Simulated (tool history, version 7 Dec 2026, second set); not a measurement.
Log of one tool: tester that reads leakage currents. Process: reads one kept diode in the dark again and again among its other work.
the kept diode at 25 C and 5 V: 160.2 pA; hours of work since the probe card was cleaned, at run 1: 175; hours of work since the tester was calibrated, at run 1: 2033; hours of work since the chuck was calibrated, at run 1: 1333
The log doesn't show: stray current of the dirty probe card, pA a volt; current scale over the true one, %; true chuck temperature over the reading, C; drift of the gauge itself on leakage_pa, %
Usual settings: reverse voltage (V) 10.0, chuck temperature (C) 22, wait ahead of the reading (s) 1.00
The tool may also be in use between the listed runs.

run    hour  reverse voltage (V)  chuck temperature (C)  wait ahead of the reading (s)  hours of work since the probe card was cleaned  hours of work since the tester was calibrated  hours of work since the chuck was calibrated  current that the tester gives (pA)
  1     0.0                 10.0                     22                           1.00                                             175                                           2033                                          1333                              148.59
  2    89.8                 10.0                     22                           1.00                                             232                                           2090                                          1390                              147.78
  3   140.5                 10.0                     26                           1.00                                             264                                           2122                                          1422                              215.65
  4   259.1                 10.0                     22                           0.39                                             338                                           2196                                          1497                              150.77
  5   344.0                 10.0                     22                           0.39                                             392                                           2250                                          1550                              150.44
  6   420.7                 10.0                     30                           1.00                                             440                                           2298                                          1598                              308.39
  7   509.9                 10.0                     30                           1.00                                             496                                           2354                                          1655                              310.20
  8   586.1                 10.0                     30                           1.00                                             544                                           2402                                          1703                              308.04
  9   669.1                 10.0                     30                           1.00                                             596                                           2455                                          1755                              307.72
 10   717.4                 10.0                     30                           1.00                                             627                                           2485                                          1785                              306.25
 11   767.0                  7.6                     25                           1.00                                             658                                           2516                                          1816                              171.91
 12   818.1                  7.6                     25                           1.00                                             690                                           2548                                          1849                              172.66
 13   931.7                  7.6                     25                           1.00                                             762                                           2620                                          1920                              170.65
 14  1036.6                  7.6                     25                           1.00                                             828                                           2686                                          1986                              170.28
 15  1103.3                  7.6                     25                           1.00                                             870                                           2728                                          2028                              169.80
     1207.9  -- chuck's temperature calibrated
 16  1214.5                 19.9                     41                           0.72                                             939                                           2797                                             4                             1171.15
 17  1291.3                 19.9                     41                           0.72                                             987                                           2845                                            53                             1167.89

4 ways to go on from here, each from the tool as it stands after run 17. What would each give?
     1336.9  -- probe card cleaned and baked
  A  1365.5                  9.6                     23                           1.49                                              18                                           2890                                            97                                   ?
     1336.9  -- probe card cleaned and baked
  B  1365.5                  1.9                     22                           1.08                                              18                                           2890                                            97                                   ?
     1336.9  -- probe card cleaned and baked
  C  1365.5                  7.4                     41                           0.61                                              18                                           2890                                            97                                   ?
     1336.9  -- probe card cleaned and baked
  D  1365.5                  1.6                     44                           1.29                                              18                                           2890                                            97                                   ?

run  current that the tester gives (pA)
  A                              168.87
  B                               79.72
  C                              773.11
  D                              537.81
Without the tool's hidden state the same runs would have given:
run  current that the tester gives (pA)
  A                              173.03
  B                               81.73
  C                              791.54
  D                              550.58

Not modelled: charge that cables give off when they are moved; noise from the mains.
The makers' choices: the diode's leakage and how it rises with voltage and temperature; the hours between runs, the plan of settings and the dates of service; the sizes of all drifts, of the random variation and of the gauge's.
